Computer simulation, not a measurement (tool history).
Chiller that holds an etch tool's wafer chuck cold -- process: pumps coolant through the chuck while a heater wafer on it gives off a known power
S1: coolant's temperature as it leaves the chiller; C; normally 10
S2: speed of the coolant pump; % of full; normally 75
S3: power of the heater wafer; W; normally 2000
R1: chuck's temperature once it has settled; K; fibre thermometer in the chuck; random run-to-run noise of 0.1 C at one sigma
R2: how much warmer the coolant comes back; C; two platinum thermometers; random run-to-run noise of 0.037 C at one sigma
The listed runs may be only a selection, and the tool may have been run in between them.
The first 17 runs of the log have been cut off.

| run | day | S1 | S2 | S3 | R1 | R2 |
|---|---|---|---|---|---|---|
| 18 | 41.658 | 1 | 67 | 1188 | 290.55 | 5.04 |
| 19 | 43.35 | 1 | 79 | 2860 | 310.15 | 10.29 |
| 20 | 46.392 | 16 | 79 | 1794 | 311.95 | 6.48 |
| 21 | 49.158 | 6 | 75 | 1704 | 301.35 | 6.43 |
| 22 | 50.758 | 6 | 75 | 1704 | 301.55 | 6.48 |
| 23 | 53.483 | 16 | 90 | 2792 | 322.45 | 8.84 |
| 24 | 55.071 | 5 | 64 | 1854 | 304.45 | 8.25 |
| 25 | 58.454 | 2 | 87 | 2000 | 299.65 | 6.54 |
| 26 | 61.371 | 4 | 77 | 2211 | 305.85 | 8.17 |
| 27 | 63.367 | 20 | 75 | 2084 | 320.65 | 8 |

Expected results for the next run?
| 28 | 66.354 | 20 | 75 | 2084 | ? | ? |

{"run 28": {"R1": 320.75, "R2": 7.92}}
On a tool with no hidden condition, and with the same random variation, this run would have come out at R1 317.65 K, R2 7.54 C.

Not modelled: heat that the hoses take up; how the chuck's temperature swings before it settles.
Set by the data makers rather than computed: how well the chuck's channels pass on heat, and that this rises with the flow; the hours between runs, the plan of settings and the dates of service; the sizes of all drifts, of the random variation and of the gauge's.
